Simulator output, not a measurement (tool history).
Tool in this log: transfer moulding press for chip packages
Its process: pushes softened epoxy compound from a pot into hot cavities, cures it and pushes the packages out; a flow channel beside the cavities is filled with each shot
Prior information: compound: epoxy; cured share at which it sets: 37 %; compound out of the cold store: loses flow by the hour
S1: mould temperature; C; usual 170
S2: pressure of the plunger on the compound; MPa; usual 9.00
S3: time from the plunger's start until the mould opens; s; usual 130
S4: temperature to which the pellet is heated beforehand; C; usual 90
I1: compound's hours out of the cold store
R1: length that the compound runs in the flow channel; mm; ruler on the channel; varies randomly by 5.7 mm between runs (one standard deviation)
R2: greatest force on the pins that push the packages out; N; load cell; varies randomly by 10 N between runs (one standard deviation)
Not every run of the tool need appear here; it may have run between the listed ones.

Run 1, hour 0.0: usual settings; I1 9.7. Result: R1 676 mm, R2 646 N.
Run 2, hour 20.4: usual settings; I1 26.2. Result: R1 628 mm, R2 669 N.
At hour 51.2: cavities cleaned with cleaning compound and waxed.
Run 3, hour 53.6: usual settings; I1 34.4. Result: R1 600 mm, R2 493 N.
Run 4, hour 86.5: usual settings; I1 14.2. Result: R1 656 mm, R2 597 N.
Run 5, hour 110.2: usual settings; I1 43.3. Result: R1 569 mm, R2 620 N.
Run 6, hour 140.1: usual settings; I1 26.5. Result: R1 598 mm, R2 713 N.
At hour 144.8: cavities cleaned with cleaning compound and waxed.
Run 7, hour 186.8: usual settings; I1 22.3. Result: R1 622 mm, R2 599 N.
Run 8, hour 232.4: usual settings; I1 37.9. Result: R1 569 mm, R2 696 N.
At hour 239.4: cavities cleaned with cleaning compound and waxed.
Run 9, hour 278.4: usual settings but S3 117 s; I1 22.3. Result: R1 605 mm, R2 689 N.
Run 10, hour 301.7: usual settings but S2 10.81 MPa; I1 38.7. Result: R1 622 mm, R2 639 N.
At hour 334.1: cavities cleaned with cleaning compound and waxed.
Run 11, hour 334.8: usual settings but S2 8.58 MPa; I1 33.4. Result: R1 564 mm, R2 482 N.
At hour 373.1: plunger's sealing rings changed.
Run 12, hour 382.3: usual settings but S2 8.58 MPa; I1 28.6. Result: R1 608 mm, R2 613 N.
Run 13, hour 423.6: usual settings but S2 8.58 MPa; I1 28.1. Result: R1 610 mm, R2 657 N.
At hour 433.6: cavities cleaned with cleaning compound and waxed.
Run 14, hour 453.7: usual settings but S1 173 C; I1 33.9. Result: R1 598 mm, R2 504 N.
Run 15, hour 498.8: usual settings but S3 147 s; I1 29.9. Result: R1 614 mm, R2 606 N.
At hour 527.3: cavities cleaned with cleaning compound and waxed.
Run 16, hour 529.9: usual settings but S3 147 s; I1 27.0. Result: R1 624 mm, R2 455 N.
Run 17, hour 556.9: usual settings but S3 147 s; I1 15.0. Result: R1 657 mm, R2 527 N.
Run 18, hour 585.6: usual settings but S1 169 C, S2 8.44 MPa, S3 127 s, S4 99 C; I1 23.4. Result: R1 616 mm, R2 646 N.
At hour 624.0: cavities cleaned with cleaning compound and waxed.
Run 19, hour 629.0: usual settings but S1 169 C, S2 8.44 MPa, S3 127 s, S4 99 C; I1 41.7. Result: R1 552 mm, R2 502 N.
Run 20, hour 667.9: usual settings but S1 169 C, S2 8.44 MPa, S3 127 s, S4 99 C; I1 25.5. Result: R1 596 mm, R2 639 N.
Run 21, hour 705.3: usual settings but S1 169 C, S2 8.44 MPa, S3 127 s, S4 99 C; I1 25.1. Result: R1 593 mm, R2 704 N.
At hour 718.9: cavities cleaned with cleaning compound and waxed.
Run 22, hour 735.6: usual settings but S1 174 C, S2 7.76 MPa, S3 147 s, S4 89 C; I1 15.7. Result: R1 561 mm, R2 468 N.
Run 23, hour 759.0: usual settings but S1 162 C, S2 10.14 MPa, S3 128 s; I1 32.6. Result: R1 646 mm, R2 907 N.
Run 24, hour 802.0: usual settings but S1 162 C, S2 10.14 MPa, S3 128 s; I1 15.9. Result: R1 694 mm, R2 1056 N.
At hour 814.9: cavities cleaned with cleaning compound and waxed.
Run 25, hour 834.7: usual settings but S1 162 C, S2 10.14 MPa, S3 128 s; I1 11.6. Result: R1 695 mm, R2 848 N.
At hour 841.8: plunger's sealing rings changed.
Run 26, hour 860.3: usual settings but S1 162 C, S2 10.14 MPa, S3 128 s; I1 34.0. Result: R1 686 mm, R2 890 N.
Run 27, hour 903.4: usual settings but S2 8.21 MPa, S3 124 s, S4 88 C; I1 19.0. Result: R1 614 mm, R2 731 N.
At hour 911.0: cavities cleaned with cleaning compound and waxed.
Run 28, hour 950.5: usual settings but S2 7.76 MPa; I1 35.5. Result: R1 553 mm, R2 603 N.

Had the tool no unlogged condition, and each run kept its random variation, what would the results have been?
Unlogged tool condition in this case: true mould temperature over the reading, C; pressure that reaches the compound, % of what is set; grip of the stained cavities, % over clean ones'; drift of the gauge itself on flow_mm, %; drift of the gauge itself on push_out_n, %.
run   R1   R2
  1  687  483
  2  641  473
  3  615  479
  4  677  479
  5  590  455
  6  622  485
  7  653  469
  8  601  486
  9  645  541
 10  666  462
 11  607  479
 12  610  480
 13  616  461
 14  607  436
 15  628  436
 16  641  444
 17  678  437
 18  639  488
 19  577  488
 20  626  506
 21  627  502
 22  597  412
 23  690  753
 24  746  785
 25  751  790
 26  693  742
 27  625  523
 28  566  490

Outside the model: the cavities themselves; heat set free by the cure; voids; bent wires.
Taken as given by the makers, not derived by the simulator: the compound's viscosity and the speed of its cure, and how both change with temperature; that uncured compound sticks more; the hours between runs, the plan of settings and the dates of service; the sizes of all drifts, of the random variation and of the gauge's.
